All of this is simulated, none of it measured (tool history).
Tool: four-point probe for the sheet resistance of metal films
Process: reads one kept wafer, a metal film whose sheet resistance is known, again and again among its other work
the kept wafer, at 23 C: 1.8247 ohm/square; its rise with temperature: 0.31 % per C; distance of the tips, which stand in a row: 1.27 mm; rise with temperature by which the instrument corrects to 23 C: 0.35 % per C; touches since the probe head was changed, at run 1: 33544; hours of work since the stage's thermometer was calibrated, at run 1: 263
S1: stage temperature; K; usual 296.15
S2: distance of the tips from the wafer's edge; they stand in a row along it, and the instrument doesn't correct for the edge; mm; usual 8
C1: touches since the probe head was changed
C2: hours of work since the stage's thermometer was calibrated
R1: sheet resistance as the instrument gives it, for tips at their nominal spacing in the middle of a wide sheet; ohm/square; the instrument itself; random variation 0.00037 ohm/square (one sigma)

run 1 hour=0.0 | S1=296.15 S2=8 | C1=33544 C2=263 | R1=1.845479
run 2 hour=27.2 | S1=296.15 S2=8 | C1=34007 C2=277 | R1=1.844734
run 3 hour=47.8 | S1=296.15 S2=8 | C1=34358 C2=287 | R1=1.844656
run 4 hour=78.2 | S1=296.15 S2=8 | C1=34876 C2=302 | R1=1.845300
run 5 hour=106.8 | S1=296.15 S2=8 | C1=35364 C2=316 | R1=1.844782
run 6 hour=150.9 | S1=299.15 S2=8 | C1=36115 C2=338 | R1=1.843578
run 7 hour=173.4 | S1=299.15 S2=8 | C1=36498 C2=349 | R1=1.843234
run 8 hour=216.9 | S1=299.15 S2=8 | C1=37238 C2=370 | R1=1.843076
run 9 hour=248.5 | S1=299.15 S2=8 | C1=37776 C2=385 | R1=1.843477
run 10 hour=289.7 | S1=296.15 S2=5 | C1=38477 C2=406 | R1=1.880948
run 11 hour=335.6 | S1=296.15 S2=5 | C1=39260 C2=428 | R1=1.881450
run 12 hour=369.9 | S1=296.15 S2=27 | C1=39844 C2=445 | R1=1.823222
run 13 hour=407.4 | S1=296.15 S2=8 | C1=40482 C2=463 | R1=1.844890
run 14 hour=439.3 | S1=296.15 S2=8 | C1=41025 C2=479 | R1=1.844542
run 15 hour=468.4 | S1=296.15 S2=8 | C1=41522 C2=493 | R1=1.844290
run 16 hour=494.8 | S1=296.15 S2=8 | C1=41970 C2=506 | R1=1.845160
run 17 hour=523.6 | S1=307.15 S2=8 | C1=42462 C2=520 | R1=1.838536
run 18 hour=548.4 | S1=296.15 S2=8 | C1=42884 C2=532 | R1=1.844119
run 19 hour=584.3 | S1=296.15 S2=8 | C1=43496 C2=550 | R1=1.844713
run 20 hour=634.6 | S1=296.15 S2=8 | C1=44353 C2=575 | R1=1.844805
run 21 hour=672.0 | S1=296.15 S2=8 | C1=44988 C2=593 | R1=1.843793
run 22 hour=704.5 | S1=296.15 S2=8 | C1=45543 C2=609 | R1=1.844841
run 23 hour=733.8 | S1=292.15 S2=4 | C1=46041 C2=623 | R1=1.917039
run 24 hour=763.8 | S1=291.15 S2=3 | C1=46553 C2=638 | R1=1.981787
run 25 hour=786.6 | S1=296.15 S2=8 | C1=46941 C2=649 | R1=1.843996
run 26 hour=828.7 | S1=294.15 S2=11 | C1=47658 C2=670 | R1=1.833679
run 27 hour=855.4 | S1=300.15 S2=8 | C1=48111 C2=683 | R1=1.841620
run 28 hour=887.6 | S1=307.15 S2=7 | C1=48661 C2=699 | R1=1.845688
run 29 hour=929.0 | S1=302.15 S2=35 | C1=49365 C2=719 | R1=1.817353
run 30 hour=960.1 | S1=302.15 S2=55 | C1=49895 C2=734 | R1=1.817056
run 31 hour=1005.0 | S1=302.15 S2=55 | C1=50659 C2=756 | R1=1.817171
run 32 hour=1025.8 | S1=294.15 S2=39 | C1=51014 C2=767 | R1=1.822131
run 33 hour=1056.3 | S1=292.15 S2=11 | C1=51533 C2=782 | R1=1.834723
run 34 hour=1092.9 | S1=292.15 S2=11 | C1=52157 C2=799 | R1=1.835105
run 35 hour=1130.6 | S1=292.15 S2=11 | C1=52799 C2=818 | R1=1.834840
run 36 hour=1168.1 | S1=296.15 S2=21 | C1=53438 C2=836 | R1=1.823068
run 37 hour=1197.8 | S1=296.15 S2=21 | C1=53943 C2=851 | R1=1.822810
run 38 hour=1244.0 | S1=303.15 S2=3 | C1=54731 C2=874 | R1=1.973899
run 39 hour=1269.3 | S1=291.15 S2=17 | C1=55161 C2=886 | R1=1.828159
run 40 hour=1317.3 | S1=297.15 S2=4 | C1=55977 C2=909 | R1=1.912553
run 41 hour=1341.0 | S1=300.15 S2=15 | C1=56382 C2=921 | R1=1.824004
run 42 hour=1368.0 | S1=292.15 S2=5 | C1=56841 C2=934 | R1=1.883281
run 43 hour=1413.4 | S1=295.15 S2=8 | C1=57615 C2=957 | R1=1.844857

Forecast each of these 3 alternatives for the next run:
run A hour=1453.4 | S1=303.15 S2=14 | C1=58296 C2=976 | R1=?
run B hour=1453.4 | S1=301.15 S2=8 | C1=58296 C2=976 | R1=?
run C hour=1453.4 | S1=298.15 S2=12 | C1=58296 C2=976 | R1=?

run=A R1=1.823471
run=B R1=1.840426
run=C R1=1.829279
Without the tool's hidden state the same runs would have given:
run=A R1=1.828803
run=B R1=1.845800
run=C R1=1.834620
